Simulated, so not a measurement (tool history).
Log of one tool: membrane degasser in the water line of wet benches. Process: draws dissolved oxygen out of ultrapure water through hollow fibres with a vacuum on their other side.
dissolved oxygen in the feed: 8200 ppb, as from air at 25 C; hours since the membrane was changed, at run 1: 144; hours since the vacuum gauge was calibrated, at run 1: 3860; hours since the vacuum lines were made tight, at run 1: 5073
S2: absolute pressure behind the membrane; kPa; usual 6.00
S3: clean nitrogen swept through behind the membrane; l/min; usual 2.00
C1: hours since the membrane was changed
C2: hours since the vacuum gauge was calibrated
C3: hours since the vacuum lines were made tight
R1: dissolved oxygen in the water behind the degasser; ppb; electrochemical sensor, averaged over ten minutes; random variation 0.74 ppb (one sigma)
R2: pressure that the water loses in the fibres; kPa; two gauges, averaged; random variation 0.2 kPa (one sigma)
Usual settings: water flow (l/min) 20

Run 1, hour 0.0: usual settings; C1 144; C2 3860; C3 5073. Result: R1 73.5 ppb, R2 44.12 kPa.
Run 2, hour 32.0: usual settings; C1 176; C2 3892; C3 5105. Result: R1 74.1 ppb, R2 44.57 kPa.
Run 3, hour 86.4: usual settings; C1 231; C2 3946; C3 5159. Result: R1 73.2 ppb, R2 44.23 kPa.
Run 4, hour 126.5: usual settings but water flow (l/min) 27; C1 271; C2 3986; C3 5199. Result: R1 102.7 ppb, R2 60.61 kPa.
Run 5, hour 182.6: usual settings but water flow (l/min) 27; C1 327; C2 4043; C3 5256. Result: R1 104.1 ppb, R2 60.48 kPa.
Run 6, hour 242.8: usual settings but water flow (l/min) 27; C1 387; C2 4103; C3 5316. Result: R1 101.6 ppb, R2 60.27 kPa.
Run 7, hour 295.3: usual settings but water flow (l/min) 27; C1 440; C2 4155; C3 5368. Result: R1 103.0 ppb, R2 60.30 kPa.
Run 8, hour 356.3: usual settings; C1 501; C2 4216; C3 5429. Result: R1 75.0 ppb, R2 44.54 kPa.
Run 9, hour 387.0: usual settings; C1 531; C2 4247; C3 5460. Result: R1 75.3 ppb, R2 44.81 kPa.
Run 10, hour 413.5: usual settings but S2 7.63 kPa; C1 558; C2 4273; C3 5486. Result: R1 112.0 ppb, R2 44.80 kPa.
Run 11, hour 465.6: usual settings but S2 7.63 kPa; C1 610; C2 4326; C3 5539. Result: R1 113.1 ppb, R2 44.78 kPa.
Run 12, hour 523.7: usual settings but S2 7.63 kPa; C1 668; C2 4384; C3 5597. Result: R1 113.8 ppb, R2 44.63 kPa.
Run 13, hour 569.6: usual settings but water flow (l/min) 21, S2 7.63 kPa; C1 714; C2 4430; C3 5642. Result: R1 119.8 ppb, R2 46.92 kPa.
Run 14, hour 607.9: usual settings; C1 752; C2 4468; C3 5681. Result: R1 74.3 ppb, R2 44.99 kPa.
Run 15, hour 651.7: usual settings; C1 796; C2 4512; C3 5725. Result: R1 75.5 ppb, R2 44.48 kPa.
Run 16, hour 704.0: usual settings; C1 848; C2 4564; C3 5777. Result: R1 75.8 ppb, R2 44.69 kPa.
Run 17, hour 756.2: usual settings but water flow (l/min) 21, S3 1.26 l/min; C1 900; C2 4616; C3 5829. Result: R1 117.4 ppb, R2 47.10 kPa.
Run 18, hour 804.9: usual settings but water flow (l/min) 17, S2 8.64 kPa, S3 0.87 l/min; C1 949; C2 4665; C3 5878. Result: R1 248.3 ppb, R2 38.35 kPa.
Run 19, hour 856.6: usual settings but water flow (l/min) 13, S2 5.17 kPa, S3 1.71 l/min; C1 1001; C2 4716; C3 5929. Result: R1 42.0 ppb, R2 28.81 kPa.
Run 20, hour 885.5: usual settings but water flow (l/min) 13, S2 6.66 kPa, S3 2.54 l/min; C1 1030; C2 4745; C3 5958. Result: R1 48.5 ppb, R2 28.72 kPa.
Run 21, hour 942.1: usual settings but water flow (l/min) 25, S2 4.10 kPa, S3 0.98 l/min; C1 1086; C2 4802; C3 6015. Result: R1 70.9 ppb, R2 55.99 kPa.
Run 22, hour 1006.7: usual settings but water flow (l/min) 25, S2 4.10 kPa, S3 0.98 l/min; C1 1151; C2 4867; C3 6080. Result: R1 69.4 ppb, R2 56.27 kPa.
Run 23, hour 1041.4: usual settings but water flow (l/min) 25, S2 4.10 kPa, S3 0.98 l/min; C1 1186; C2 4901; C3 6114. Result: R1 70.7 ppb, R2 56.08 kPa.
Run 24, hour 1083.6: usual settings but water flow (l/min) 22, S3 2.96 l/min; C1 1228; C2 4944; C3 6156. Result: R1 59.9 ppb, R2 49.28 kPa.
Run 25, hour 1117.7: usual settings but water flow (l/min) 22, S3 2.96 l/min; C1 1262; C2 4978; C3 6191. Result: R1 59.8 ppb, R2 49.75 kPa.
Run 26, hour 1154.1: usual settings but water flow (l/min) 22, S3 2.96 l/min; C1 1298; C2 5014; C3 6227. Result: R1 59.1 ppb, R2 49.05 kPa.
Run 27, hour 1195.6: usual settings but water flow (l/min) 22, S3 2.96 l/min; C1 1340; C2 5055; C3 6268. Result: R1 60.3 ppb, R2 49.37 kPa.
Run 28, hour 1237.0: usual settings but water flow (l/min) 27, S2 4.84 kPa, S3 5.77 l/min; C1 1381; C2 5097; C3 6310. Result: R1 30.6 ppb, R2 60.64 kPa.
Run 29, hour 1265.0: usual settings but water flow (l/min) 27, S2 4.84 kPa, S3 5.77 l/min; C1 1409; C2 5125; C3 6338. Result: R1 30.8 ppb, R2 60.39 kPa.
Run 30, hour 1308.7: usual settings but water flow (l/min) 21; C1 1453; C2 5169; C3 6382. Result: R1 80.3 ppb, R2 47.14 kPa.
Run 31, hour 1345.6: usual settings but water flow (l/min) 27, S2 5.46 kPa, S3 1.68 l/min; C1 1490; C2 5206; C3 6419. Result: R1 101.6 ppb, R2 61.00 kPa.
Run 32, hour 1380.6: usual settings but water flow (l/min) 27, S2 5.46 kPa, S3 1.68 l/min; C1 1525; C2 5241; C3 6453. Result: R1 104.0 ppb, R2 61.44 kPa.

3 ways to go on from here, each from the tool as it stands after run 32. What would each give?
Run A, hour 1418.3: usual settings but S2 4.59 kPa, S3 1.21 l/min; C1 1563; C2 5278; C3 6491. Result: R1 ?, R2 ?.
Run B, hour 1418.3: usual settings but water flow (l/min) 16, S2 7.98 kPa; C1 1563; C2 5278; C3 6491. Result: R1 ?, R2 ?.
Run C, hour 1418.3: usual settings but water flow (l/min) 28, S2 5.46 kPa, S3 1.68 l/min; C1 1563; C2 5278; C3 6491. Result: R1 ?, R2 ?.

run     R1     R2
  A   67.1  44.94
  B   99.3  36.31
  C  107.3  63.12
Without the tool's hidden state the same runs would have given:
run    R1     R2
  A  54.8  44.19
  B  90.5  35.70
  C  94.1  62.06
